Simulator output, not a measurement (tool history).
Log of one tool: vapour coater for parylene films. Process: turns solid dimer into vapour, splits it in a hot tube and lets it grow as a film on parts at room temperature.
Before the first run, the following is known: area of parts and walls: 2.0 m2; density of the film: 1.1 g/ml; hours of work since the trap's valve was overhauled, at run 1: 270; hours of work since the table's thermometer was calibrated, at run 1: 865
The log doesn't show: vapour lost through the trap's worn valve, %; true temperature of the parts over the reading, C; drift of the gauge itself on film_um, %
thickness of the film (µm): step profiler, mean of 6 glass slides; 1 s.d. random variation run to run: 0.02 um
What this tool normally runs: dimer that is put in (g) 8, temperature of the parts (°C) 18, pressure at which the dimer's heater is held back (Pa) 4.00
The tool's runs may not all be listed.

run,day,dimer that is put in (g),temperature of the parts (°C),pressure at which the dimer's heater is held back (Pa),hours of work since the trap's valve was overhauled,hours of work since the table's thermometer was calibrated,thickness of the film (µm)
1,0.000,8,18,4.00,270,865,2.67
2,2.438,8,18,4.00,302,898,2.60
3,3.667,8,18,4.00,319,914,2.61
4,5.971,8,13,4.00,349,944,2.80
5,8.983,8,13,4.00,389,984,2.77
6,11.908,8,13,4.00,427,1023,2.75
7,14.525,8,18,4.00,462,1057,2.49
8,15.946,8,18,4.00,481,1076,2.46
9,17.575,8,18,4.00,502,1097,2.49
10,19.067,8,18,4.00,522,1117,2.46
11,21.083,13,18,4.00,548,1144,3.95
12,23.954,4,18,4.00,586,1182,1.19
# day 26.788: trap's valve overhauled
13,26.883,4,18,4.00,1,1218,1.42
14,28.388,9,18,4.00,21,1238,3.13
15,30.996,9,18,4.00,56,1272,3.09
16,33.342,9,13,4.00,87,1303,3.40
17,36.054,9,13,4.00,122,1339,3.36
18,37.338,8,22,4.00,139,1356,2.53
19,40.229,9,22,4.00,177,1394,2.81
20,42.679,8,18,6.95,210,1427,2.37
21,45.454,8,18,4.00,246,1463,2.62
22,48.088,8,18,4.00,281,1498,2.65
23,49.425,8,18,4.00,299,1516,2.60
24,52.454,8,18,10.46,339,1556,2.14
25,55.217,9,15,4.75,375,1592,2.95
26,56.746,4,15,5.86,396,1612,1.26
27,58.154,5,14,2.56,414,1631,1.84
28,61.088,12,18,8.90,453,1670,3.21
29,64.104,13,10,4.78,493,1710,4.53
30,66.688,13,12,8.35,527,1744,3.90
31,69.233,13,16,7.33,560,1777,3.67
32,70.575,5,13,11.39,578,1795,1.33
33,71.904,4,21,4.49,596,1813,1.14
# day 74.000: trap's valve overhauled
34,74.000,14,10,2.27,0,1838,6.19
35,77.004,14,10,2.27,40,1878,6.22
36,78.892,9,13,11.39,65,1903,2.75
37,80.775,9,13,11.39,89,1928,2.72
38,82.025,6,13,7.70,106,1944,1.95
39,84.138,14,14,9.75,134,1972,4.28
# day 84.404: table's thermometer calibrated
40,86.296,7,20,2.15,162,25,2.61
41,87.808,7,20,4.88,182,45,2.19
42,89.479,7,20,4.88,204,67,2.18
43,91.796,7,20,4.88,234,98,2.22
44,94.158,8,18,10.84,266,129,2.21
45,95.917,4,18,8.51,289,152,1.14
46,98.721,8,18,3.68,326,189,2.67
47,100.842,8,18,3.68,354,217,2.65

Across each entry between runs, compare the hidden state at the last listed run before it with the hidden state at the first listed run after it:
After run 12, before run 13: trap's valve overhauled (day 26.788)
  vapour lost through the trap's worn valve, %: 14.1 -> 0.4; true temperature of the parts over the reading, C: 0.55 -> 0.57
  what was measured, less what the result would be without the hidden state, thickness of the film (µm): -0.21 -> -0.02
After run 33, before run 34: trap's valve overhauled (day 74.000)
  vapour lost through the trap's worn valve, %: 13.5 -> 0.3; true temperature of the parts over the reading, C: 0.86 -> 0.87
  what was measured, less what the result would be without the hidden state, thickness of the film (µm): -0.19 -> -0.02
After run 39, before run 40: table's thermometer calibrated (day 84.404)
  vapour lost through the trap's worn valve, %: 3.2 -> 3.8; true temperature of the parts over the reading, C: 0.94 -> 0.11
  what was measured, less what the result would be without the hidden state, thickness of the film (µm): -0.22 -> -0.11
